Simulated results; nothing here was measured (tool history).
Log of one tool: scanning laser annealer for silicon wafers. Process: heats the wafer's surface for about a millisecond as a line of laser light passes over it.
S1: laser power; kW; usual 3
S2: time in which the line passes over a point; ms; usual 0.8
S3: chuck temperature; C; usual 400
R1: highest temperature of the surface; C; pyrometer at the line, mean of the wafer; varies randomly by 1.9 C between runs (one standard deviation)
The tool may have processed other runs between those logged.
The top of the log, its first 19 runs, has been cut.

| run | day | S1 | S2 | S3 | R1 |
|---|---|---|---|---|---|
| 20 | 27.846 | 2.951 | 0.806 | 400 | 1151 |
| 21 | 29.362 | 2.732 | 0.608 | 365 | 985 |
|  | 30.179 | laser's power meter calibrated, once more |
| 22 | 31.238 | 2.732 | 0.608 | 365 | 976 |
| 23 | 32.067 | 3.295 | 0.776 | 433 | 1237 |
| 24 | 32.867 | 3.124 | 0.8 | 388 | 1167 |
| 25 | 33.775 | 3.274 | 0.8 | 388 | 1201 |
| 26 | 35.246 | 3.274 | 0.8 | 388 | 1200 |
| 27 | 36.971 | 3.274 | 0.8 | 388 | 1194 |
| 28 | 38.842 | 2.957 | 0.8 | 401 | 1136 |
| 29 | 40.488 | 2.618 | 0.638 | 376 | 971 |
| 30 | 41.9 | 2.618 | 0.698 | 412 | 1026 |
|  | 43.046 | window over the wafer cleaned |
| 31 | 43.479 | 2.618 | 0.698 | 412 | 1048 |
| 32 | 45.271 | 2.888 | 0.608 | 400 | 1055 |
| 33 | 46.233 | 2.787 | 0.876 | 437 | 1183 |
| 34 | 48.05 | 2.787 | 0.876 | 437 | 1179 |
| 35 | 49.6 | 2.787 | 0.876 | 437 | 1175 |
| 36 | 50.567 | 2.787 | 0.876 | 437 | 1179 |
| 37 | 51.6 | 3.291 | 0.565 | 437 | 1154 |
| 38 | 52.879 | 2.962 | 0.805 | 395 | 1144 |
| 39 | 53.646 | 2.962 | 0.805 | 395 | 1144 |

3 ways to go on from here, each from the tool as it stands after run 39. What would each give?
| A | 54.562 | 2.962 | 0.596 | 386 | ? |
| B | 54.562 | 3 | 0.655 | 400 | ? |
| C | 54.562 | 2.962 | 0.957 | 433 | ? |

| run | R1 |
|---|---|
| A | 1048 |
| B | 1092 |
| C | 1239 |
Without the tool's unlogged condition, the same runs would have read:
| run | R1 |
|---|---|
| A | 1063 |
| B | 1108 |
| C | 1258 |

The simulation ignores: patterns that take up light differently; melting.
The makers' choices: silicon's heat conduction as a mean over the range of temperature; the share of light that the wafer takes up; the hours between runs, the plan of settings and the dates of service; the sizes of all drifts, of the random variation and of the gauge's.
